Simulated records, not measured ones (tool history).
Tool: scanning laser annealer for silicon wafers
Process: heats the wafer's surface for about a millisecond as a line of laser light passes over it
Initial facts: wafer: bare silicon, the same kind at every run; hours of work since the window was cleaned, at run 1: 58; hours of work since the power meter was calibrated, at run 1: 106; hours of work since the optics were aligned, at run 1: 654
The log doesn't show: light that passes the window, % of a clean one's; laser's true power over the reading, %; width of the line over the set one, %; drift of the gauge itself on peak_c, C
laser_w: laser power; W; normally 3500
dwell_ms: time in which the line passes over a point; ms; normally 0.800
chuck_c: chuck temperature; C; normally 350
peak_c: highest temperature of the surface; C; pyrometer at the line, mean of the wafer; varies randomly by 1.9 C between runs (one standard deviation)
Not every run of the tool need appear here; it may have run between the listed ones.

run   hour  laser_w  dwell_ms  chuck_c  hours of work since the window was cleaned  hours of work since the power meter was calibrated  hours of work since the optics were aligned  peak_c
  1    0.0     3500     0.800      350                                          58                                                 106                                          654    1145
  2   18.2     3500     0.800      364                                          73                                                 120                                          669    1158
  3   28.2     3500     0.800      364                                          81                                                 128                                          677    1154
  4   37.0     3500     0.800      364                                          88                                                 135                                          684    1156
  5   47.4     3500     0.800      350                                          96                                                 143                                          692    1145
  6   65.1     3500     0.800      350                                         110                                                 157                                          706    1143
  7   79.1     3500     0.800      350                                         121                                                 169                                          717    1143
  8   90.7     3500     0.800      350                                         131                                                 178                                          727    1142
  9  103.0     3500     0.800      350                                         140                                                 188                                          737    1142
 10  114.7     3500     0.800      350                                         150                                                 197                                          746    1142
 11  133.3     3500     0.800      350                                         164                                                 212                                          761    1145
 12  147.3     3500     0.800      350                                         176                                                 223                                          772    1139
 13  164.2     3500     0.800      383                                         189                                                 237                                          785    1173
 14  177.9     3500     0.800      350                                         200                                                 247                                          796    1138
 15  190.6     3500     0.800      350                                         210                                                 258                                          806    1139
 16  206.0     3500     0.800      350                                         222                                                 270                                          819    1140
 17  217.0     3557     0.800      350                                         231                                                 279                                          827    1151
 18  231.1     3557     0.800      350                                         242                                                 290                                          839    1150
 19  242.7     3557     0.800      350                                         252                                                 299                                          848    1147
 20  260.3     3500     0.756      350                                         266                                                 313                                          862    1109
 21  272.9     3638     0.790      350                                         276                                                 323                                          872    1159
 22  285.5     3125     0.958      314                                         286                                                 333                                          882    1091
 23  296.8     3125     0.763      372                                         295                                                 342                                          891    1055
 24  306.2     3125     0.645      373                                         302                                                 350                                          899     995
 25  317.0     3256     0.800      350                                         311                                                 358                                          907    1081
 26  335.7     3755     0.987      323                                         326                                                 373                                          922    1273

What will run 27 give?
 27  346.0     3500     0.813      350                                         334                                                 382                                          930       ?

Logged for run 27: peak_c 1142 C.
If the tool had no hidden condition, the same run with the same run-to-run variation would have returned peak_c 1158 C.
